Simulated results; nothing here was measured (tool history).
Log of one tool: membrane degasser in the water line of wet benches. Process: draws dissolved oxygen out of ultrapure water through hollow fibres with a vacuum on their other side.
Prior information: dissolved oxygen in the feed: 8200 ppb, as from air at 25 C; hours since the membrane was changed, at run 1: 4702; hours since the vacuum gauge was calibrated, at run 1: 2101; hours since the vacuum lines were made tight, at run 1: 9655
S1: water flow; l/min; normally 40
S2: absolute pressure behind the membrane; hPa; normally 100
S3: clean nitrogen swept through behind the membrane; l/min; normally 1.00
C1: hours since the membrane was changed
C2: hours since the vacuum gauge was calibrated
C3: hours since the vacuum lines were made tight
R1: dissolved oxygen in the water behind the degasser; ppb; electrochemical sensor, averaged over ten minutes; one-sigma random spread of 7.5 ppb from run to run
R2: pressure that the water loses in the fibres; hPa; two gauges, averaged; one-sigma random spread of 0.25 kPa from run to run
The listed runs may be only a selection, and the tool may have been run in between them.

run    hour  S1   S2    S3    C1    C2    C3      R1     R2
  1     0.0  40  100  1.00  4702  2101  9655   803.5  673.2
       14.4  -- seals of the vacuum lines changed
  2    75.8  40  100  0.51  4775  2175    61  1097.9  673.9
  3   229.9  40  100  0.51  4929  2329   215  1100.8  671.5
  4   355.3  40  236  1.00  5055  2455   341  1618.7  668.1
  5   497.8  40  100  1.00  5197  2597   483   806.5  669.5
  6   652.9  40  100  1.00  5352  2752   638   800.2  664.6
  7   774.5  40  100  1.00  5474  2874   760   804.5  664.5
  8   871.3  52  100  1.00  5571  2971   857  1016.8  864.9
  9  1036.6  52  100  1.00  5736  3136  1022  1017.2  858.9
 10  1183.6  40  100  1.38  5883  3283  1169   689.9  662.9
 11  1259.5  40  100  1.00  5959  3359  1245   806.7  662.1
 12  1421.3  40  100  1.46  6121  3521  1407   679.2  659.5
 13  1513.6  40  100  2.58  6213  3613  1499   549.1  660.3
 14  1657.8  40  100  2.58  6357  3757  1643   540.7  654.0
 15  1809.8  40  100  2.58  6509  3909  1795   540.2  657.2
 16  1971.6  40  184  1.00  6671  4071  1957  1341.9  656.1
 17  2093.1  40  184  0.99  6793  4192  2079  1347.7  655.6
 18  2197.7  40  100  2.27  6897  4297  2183   562.6  656.3
     2229.6  -- gauge calibrated
 19  2339.7  35   66  0.56  7039  4439  2325   615.2  587.0
 20  2487.0  38  181  2.44  7187  4586  2473   767.7  635.2
 21  2575.1  54  175  0.47  7275  4674  2561  2274.1  905.3
 22  2703.2  56  113  0.76  7403  4802  2689  1330.0  933.4
 23  2868.6  56  113  0.76  7568  4968  2854  1347.3  930.7
 24  2978.3  32  100  0.85  7678  5078  2964   707.2  532.2
 25  3129.4  37  173  0.48  7829  5229  3115  1778.1  615.5
 26  3266.0  41   97  2.26  7966  5365  3252   576.3  673.5
 27  3364.7  41   97  2.26  8064  5464  3350   561.8  678.3
 28  3491.7  41   97  2.26  8191  5591  3477   574.6  678.2
 29  3576.1  41  117  0.66  8276  5675  3562  1154.9  678.4
 30  3663.1  26   80  0.99  8363  5762  3649   432.4  430.0
 31  3779.6  30   61  1.49  8479  5879  3765   332.7  495.4
     3812.5  -- gauge calibrated
 32  3922.7  34   77  0.69  8622  6022  3908   644.1  568.6

Pick out some run-to-run changes in R2. Of each, how much would a tool without hidden state show as well, from the settings, what came in and chance, and how much is left for the hidden state and any gauge scatter not in both results compared?
What the log doesn't record here: membrane still open, %; true pressure behind the membrane over the reading, kPa; air that leaks in behind the membrane, l/min; drift of the gauge itself on oxygen_ppb, %; drift of the gauge itself on loss_of_pressure_kpa, %.
Run 18 -> 19: S1 40 -> 35, S2 100 -> 66, S3 2.27 -> 0.56, gauge calibrated. R2 -69.3 hPa: hidden state +15.6, all else -84.9.
Run 20 -> 21: S1 38 -> 54, S2 181 -> 175, S3 2.44 -> 0.47. R2 +270.1 hPa: hidden state -1.5, all else +271.6.
Run 23 -> 24: S1 56 -> 32, S2 113 -> 100, S3 0.76 -> 0.85. R2 -398.5 hPa: hidden state +1.9, all else -400.4.
Run 29 -> 30: S1 41 -> 26, S2 117 -> 80, S3 0.66 -> 0.99. R2 -248.4 hPa: hidden state +3.1, all else -251.5.
Run 31 -> 32: S1 30 -> 34, S2 61 -> 77, S3 1.49 -> 0.69, gauge calibrated. R2 +73.2 hPa: hidden state +8.0, all else +65.2.
